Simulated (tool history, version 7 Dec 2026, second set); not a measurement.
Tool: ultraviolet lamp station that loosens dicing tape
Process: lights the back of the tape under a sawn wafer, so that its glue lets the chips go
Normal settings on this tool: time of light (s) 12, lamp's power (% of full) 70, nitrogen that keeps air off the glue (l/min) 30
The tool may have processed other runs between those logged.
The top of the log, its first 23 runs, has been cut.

| run | hour | time of light (s) | lamp's power (% of full) | nitrogen that keeps air off the glue (l/min) | force that peels the tape off (N) | light that reached the tape (mJ/cm²) |
|---|---|---|---|---|---|---|
| 24 | 985.6 | 6 | 98 | 30 | 2.464 | 89 |
| 25 | 1015.7 | 8 | 76 | 31 | 2.409 | 91 |
| 26 | 1043 | 16 | 70 | 30 | 1.059 | 167 |
| 27 | 1104.3 | 15 | 78 | 39 | 0.871 | 174 |
| 28 | 1161.6 | 15 | 78 | 39 | 0.881 | 163 |
| 29 | 1222.6 | 12 | 95 | 12 | 1.897 | 163 |
| 30 | 1258.4 | 12 | 95 | 12 | 1.953 | 162 |
| 31 | 1293.1 | 9 | 67 | 9 | 3.821 | 81 |
| 32 | 1319.7 | 12 | 66 | 10 | 2.963 | 112 |

Predict the results of run 33:
|  | 1346.5 | window cleaned of glue's vapour |
| 33 | 1358.5 | 15 | 64 | 10 | ? | ? |

force that peels the tape off (N): 2.329
light that reached the tape (mJ/cm²): 147
The same run, on a tool lacking any hidden state, would have yielded force that peels the tape off (N) 1.341, light that reached the tape (mJ/cm²) 225.

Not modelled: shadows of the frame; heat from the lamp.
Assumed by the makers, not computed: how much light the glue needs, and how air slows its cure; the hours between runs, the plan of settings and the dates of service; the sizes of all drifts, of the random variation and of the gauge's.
